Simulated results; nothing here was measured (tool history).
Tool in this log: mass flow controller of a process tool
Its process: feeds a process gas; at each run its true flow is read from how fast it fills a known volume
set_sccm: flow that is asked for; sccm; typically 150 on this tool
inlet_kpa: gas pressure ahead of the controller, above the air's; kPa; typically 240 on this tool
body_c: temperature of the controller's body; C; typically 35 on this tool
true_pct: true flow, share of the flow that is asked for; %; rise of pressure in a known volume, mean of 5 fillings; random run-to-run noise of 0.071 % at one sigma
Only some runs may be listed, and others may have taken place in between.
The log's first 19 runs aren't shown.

run	day	set_sccm	inlet_kpa	body_c	hours of work since the controller was set to zero	hours of work since the controller was changed	true_pct
20	77.808	150	240	29	89	4826	97.25
21	80.875	256	167	35	142	4880	98.27
22	84.021	175	167	26	197	4935	96.83
23	88.9	211	156	23	283	5020	96.59
24	91.833	344	156	38	334	5071	98.87
25	95.817	344	156	38	403	5141	98.85
26	98.833	491	240	34	456	5194	99.31
27	102.646	491	240	34	523	5260	99.48
28	106.683	218	182	21	593	5331	96.32
29	111.192	301	245	21	672	5410	97.08
30	113.988	191	240	35	721	5459	97.79
31	117.546	94	158	27	783	5521	95.64
32	120.317	90	244	26	832	5569	95.78
33	123.133	73	156	20	881	5618	94.27
34	126.233	249	205	35	935	5673	97.8

What if the next run were any one of these 3? Each begins from the tool's condition after run 34:
A	128.783	147	258	35	980	5717	?
B	128.783	437	205	35	980	5717	?
C	128.783	60	240	35	980	5717	?

run	true_pct
A	97.26
B	98.94
C	95.76
Had the tool no hidden state, the same runs would have come out as:
run	true_pct
A	99.62
B	100.86
C	99.08
